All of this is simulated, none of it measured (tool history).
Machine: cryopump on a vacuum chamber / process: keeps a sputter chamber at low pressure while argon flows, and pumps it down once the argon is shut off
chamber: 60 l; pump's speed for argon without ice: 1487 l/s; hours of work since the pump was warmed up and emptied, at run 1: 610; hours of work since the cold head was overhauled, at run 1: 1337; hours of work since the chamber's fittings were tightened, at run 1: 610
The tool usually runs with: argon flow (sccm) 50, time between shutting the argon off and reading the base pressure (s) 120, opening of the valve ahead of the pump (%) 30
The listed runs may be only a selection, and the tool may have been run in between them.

run    hour  argon flow (sccm)  time between shutting the argon off and reading the base pressure (s)  opening of the valve ahead of the pump (%)  hours of work since the pump was warmed up and emptied  hours of work since the cold head was overhauled  hours of work since the chamber's fittings were tightened  pressure while argon flows (Pa)  pressure after the wait (uPa)
  1       0                 50                                                                    120                                          30                                                     610                                              1337                                                        610                           0.2087                           2.11
  2    74.7                 50                                                                     56                                          30                                                     670                                              1397                                                        670                           0.2112                           3.18
       95.8  -- pump warmed up, emptied and cooled again
  3   146.6                 50                                                                    120                                          30                                                      41                                              1451                                                        724                           0.1924                           1.99
  4     232                 50                                                                    120                                          30                                                     110                                              1520                                                        792                           0.1927                           2.07
  5   313.7                 50                                                                    120                                          30                                                     175                                              1586                                                        858                           0.1966                           2.29
  6   394.8                 50                                                                     25                                          30                                                     241                                              1651                                                        924                           0.1964                           5.39
  7   492.7                 50                                                                    120                                          30                                                     320                                              1730                                                       1002                           0.2001                            2.5
  8   585.2                 50                                                                    120                                          30                                                     394                                              1804                                                       1077                           0.2012                           2.73
  9   659.3                 50                                                                    120                                          30                                                     454                                              1864                                                       1137                           0.2042                           2.86
      736.8  -- leaking fittings of the chamber tightened, without venting
 10   781.7                 50                                                                    120                                          30                                                     551                                              1961                                                         36                           0.2088                            1.1
 11   890.5                 50                                                                    120                                          30                                                     638                                              2049                                                        124                            0.213                           1.32
      946.6  -- pump warmed up, emptied and cooled again
 12  1017.8                 50                                                                    120                                          30                                                      57                                              2147                                                        222                           0.1932                           1.38
 13  1115.6                 50                                                                    120                                          30                                                     136                                              2226                                                        301                           0.1935                           1.44
 14  1189.5                 50                                                                    120                                          30                                                     196                                              2285                                                        361                           0.1951                           1.56
 15  1290.3                 84                                                                    120                                          30                                                     277                                              2367                                                        442                           0.3331                            1.7
 16  1398.4                 84                                                                    120                                          30                                                     364                                              2454                                                        529                           0.3363                           1.89
 17  1521.2                 84                                                                    120                                          30                                                     463                                              2553                                                        628                           0.3461                            2.1
 18  1604.2                 93                                                                    120                                          16                                                     530                                              2619                                                        695                           0.6928                           2.32
 19  1699.5                 50                                                                     95                                          30                                                     606                                              2696                                                        771                           0.2122                           2.72
     1797.8  -- pump warmed up, emptied and cooled again
 20  1805.7                 50                                                                    120                                          27                                                       6                                              2778                                                        853                           0.2118                            2.1
 21  1896.2                 24                                                                    120                                          30                                                      79                                              2851                                                        926                           0.0929                           2.25
 22  1950.2                 24                                                                    120                                          30                                                     123                                              2894                                                        969                           0.0938                            2.4
 23  2018.2                 24                                                                    120                                          29                                                     178                                              2949                                                       1024                           0.0976                           2.47
 24  2113.7                 71                                                                    120                                          17                                                     254                                              3026                                                       1101                           0.4822                           2.66
 25  2204.5                 71                                                                    120                                          17                                                     328                                              3099                                                       1174                           0.4915                           2.83
     2240.6  -- leaking fittings of the chamber tightened, without venting
 26  2316.7                 46                                                                     30                                          28                                                     416                                              3188                                                         61                           0.1993                           3.51
 27  2382.1                 46                                                                     30                                          28                                                     469                                              3240                                                        114                           0.2026                           3.69
 28  2463.2                 65                                                                     37                                          15                                                     534                                              3306                                                        179                           0.5176                           3.26
 29  2573.8                 54                                                                    197                                          51                                                     623                                              3395                                                        268                           0.1454                           1.26

For each run, the measured value with the value that run would have given without the tool's hidden condition subtracted. The run-to-run variation is shared by both, the gauge scatter possibly not:
The tool's hidden condition here consists of: pump's speed, % of a pump's without ice; cold plate's temperature, K; leak into the chamber, uPa l/s; drift of the gauge itself on working_pa, %; drift of the gauge itself on base_upa, %.
run  pressure while argon flows (Pa)  pressure after the wait (uPa)
  1                          +0.0193                          +1.12
  2                           +0.022                           +1.3
  3                          +0.0021                          +0.98
  4                          +0.0037                          +1.09
  5                          +0.0058                          +1.27
  6                          +0.0076                          +1.36
  7                            +0.01                          +1.53
  8                          +0.0125                          +1.74
  9                          +0.0147                          +1.86
 10                          +0.0187                          +0.13
 11                          +0.0227                          +0.31
 12                          +0.0027                          +0.32
 13                           +0.005                          +0.44
 14                          +0.0068                          +0.54
 15                          +0.0155                          +0.69
 16                          +0.0205                          +0.88
 17                          +0.0274                          +1.09
 18                          +0.0349                          +1.29
 19                          +0.0226                          +1.49
 20                          +0.0017                          +1.09
 21                          +0.0019                          +1.26
 22                          +0.0023                          +1.36
 23                          +0.0032                          +1.45
 24                          +0.0127                          +1.64
 25                          +0.0164                          +1.82
 26                          +0.0135                          +0.19
 27                          +0.0157                          +0.29
 28                          +0.0258                          +0.43
 29                          +0.0258                          +0.61
